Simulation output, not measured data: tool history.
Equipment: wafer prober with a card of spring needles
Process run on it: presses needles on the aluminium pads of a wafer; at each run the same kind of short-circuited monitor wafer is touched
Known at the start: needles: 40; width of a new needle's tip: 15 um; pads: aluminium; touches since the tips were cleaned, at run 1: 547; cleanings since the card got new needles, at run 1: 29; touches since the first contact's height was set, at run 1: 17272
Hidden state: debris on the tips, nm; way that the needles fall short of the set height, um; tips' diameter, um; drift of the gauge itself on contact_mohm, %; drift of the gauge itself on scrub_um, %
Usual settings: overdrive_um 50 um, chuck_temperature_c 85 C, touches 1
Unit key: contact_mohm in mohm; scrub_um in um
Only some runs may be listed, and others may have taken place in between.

run    day  overdrive_um  chuck_temperature_c  touches  touches since the tips were cleaned  cleanings since the card got new needles  touches since the first contact's height was set  contact_mohm  scrub_um
  1  0.000            50                   85        1                                  547                                        29                                             17272           220     9.820
  2  0.242            50                   85        1                                 4337                                        29                                             21062           245     9.820
     0.467  -- tips cleaned on abrasive film
  3  0.646            50                   85        2                                 2752                                        30                                             27242           227     9.809
  4  0.896            50                   85        2                                 6642                                        30                                             31132           234     9.811
     0.971  -- tips cleaned on abrasive film
  5  1.079            50                   85        2                                 1682                                        31                                             33948           222     9.803
  6  1.346            50                   85        2                                 5836                                        31                                             38102           237     9.799
     1.454  -- tips cleaned on abrasive film
  7  1.758            50                   85        1                                 4780                                        32                                             44489           244     9.787
     1.950  -- tips cleaned on abrasive film
  8  1.971            50                   85        1                                  349                                        33                                             47730           216     9.792
  9  2.333            50                   85        1                                 6003                                        33                                             53384           253     9.796
     2.450  -- tips cleaned on abrasive film
 10  2.754            50                   85        1                                 4772                                        34                                             59870           246     9.774
     2.883  -- height of the first contact set anew
     2.946  -- tips cleaned on abrasive film
 11  3.192            50                   85        1                                 3806                                        35                                              4717           240     9.835
     3.429  -- tips cleaned on abrasive film
 12  3.583            50                   85        1                                 2399                                        36                                             10766           232     9.815
 13  3.862            50                   85        1                                 6756                                        36                                             15123           252     9.813
     3.938  -- tips cleaned on abrasive film
 14  4.296            32                   85        1                                 5633                                        37                                             21815           297     6.257
     4.421  -- tips cleaned on abrasive film
 15  4.558            32                   85        1                                 2140                                        38                                             25816           259     6.260
 16  4.854            32                   85        1                                 6723                                        38                                             30399           304     6.266
     4.912  -- tips cleaned on abrasive film
 17  5.238            50                   29        1                                 5013                                        39                                             36303           237     9.800
     5.408  -- tips cleaned on abrasive film
 18  5.425            60                   85        1                                  244                                        40                                             39203           213    11.748
 19  5.625            60                   73        2                                 3353                                        40                                             42312           218    11.744
 20  5.800            60                   73        2                                 6081                                        40                                             45040           225    11.755
     5.896  -- tips cleaned on abrasive film
 21  6.050            60                   73        2                                 2385                                        41                                             48853           216    11.726
 22  6.221            50                   47        1                                 5078                                        41                                             51546           238     9.763
     6.388  -- tips cleaned on abrasive film
 23  6.567            50                   47        1                                 2805                                        42                                             56840           229     9.754
 24  6.779            31                   85        1                                 6146                                        42                                             60181           311     6.033
     6.879  -- tips cleaned on abrasive film
     6.892  -- height of the first contact set anew
 25  7.175            31                   27        1                                 4437                                        43                                              4437           288     6.097
     7.404  -- tips cleaned on abrasive film
 26  7.429            31                   27        1                                  376                                        44                                              8287           224     6.090
 27  7.829            47                   90        1                                 6605                                        44                                             14516           254     9.233
     7.908  -- tips cleaned on abrasive film
 28  8.150            47                   90        1                                 3767                                        45                                             19491           246     9.225
     8.400  -- tips cleaned on abrasive film
 29  8.500            33                   42        2                                 1569                                        46                                             24851           235     6.460
 30  8.679            55                   42        1                                 4395                                        46                                             27677           230    10.779
 31  8.875            50                   33        2                                 7416                                        46                                             30698           226     9.806
     8.912  -- tips cleaned on abrasive film
 32  9.246            50                   33        2                                 5198                                        47                                             36455           222     9.798
     9.412  -- tips cleaned on abrasive film
 33  9.642            50                   33        2                                 3546                                        48                                             42517           219     9.776

Per-run results on a tool with no hidden state, each run keeping its own random variation:
run  contact_mohm  scrub_um
  1           210     9.836
  2           212     9.836
  3           212     9.831
  4           210     9.834
  5           211     9.835
  6           214     9.831
  7           212     9.825
  8           210     9.838
  9           214     9.841
 10           212     9.828
 11           211     9.843
 12           211     9.831
 13           211     9.829
 14           215     6.282
 15           216     6.291
 16           215     6.297
 17           199     9.839
 18           209    11.797
 19           205    11.792
 20           207    11.803
 21           205    11.784
 22           201     9.821
 23           202     9.822
 24           218     6.101
 25           205     6.097
 26           207     6.100
 27           210     9.243
 28           213     9.243
 29           211     6.489
 30           200    10.808
 31           198     9.835
 32           198     9.837
 33           200     9.826
